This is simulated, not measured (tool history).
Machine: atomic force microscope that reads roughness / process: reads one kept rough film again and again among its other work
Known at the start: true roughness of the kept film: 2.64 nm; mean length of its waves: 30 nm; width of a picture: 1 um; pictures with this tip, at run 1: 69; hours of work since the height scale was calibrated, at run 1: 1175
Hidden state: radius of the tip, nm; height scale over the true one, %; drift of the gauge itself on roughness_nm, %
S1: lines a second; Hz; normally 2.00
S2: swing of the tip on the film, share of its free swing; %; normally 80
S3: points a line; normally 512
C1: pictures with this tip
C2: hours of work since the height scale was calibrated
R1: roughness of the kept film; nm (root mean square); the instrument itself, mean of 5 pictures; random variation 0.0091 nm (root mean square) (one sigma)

run   hour    S1  S2   S3   C1    C2     R1
  1    0.0  2.00  80  512   69  1175  1.945
  2   37.6  2.00  68  512  141  1198  2.035
  3  122.9  2.00  68  512  304  1250  1.881
     160.8  -- new tip fitted
  4  182.9  2.00  68  512   42  1286  2.116
  5  263.4  2.00  68  512  196  1336  1.963
  6  323.7  2.00  68  512  311  1372  1.848
     358.1  -- new tip fitted
  7  391.4  2.00  69  512   64  1414  2.091
  8  466.3  1.11  76  302  207  1459  1.943
  9  516.1  0.84  86  406  302  1490  1.816

Run 10 has not been measured yet. What should we expect?
     555.5  -- new tip fitted
 10  599.9  2.00  60  519  85  1541   ?

R1: 2.148 nm (root mean square)
With no hidden state in the tool, this same run would have given R1 2.277 nm (root mean square).
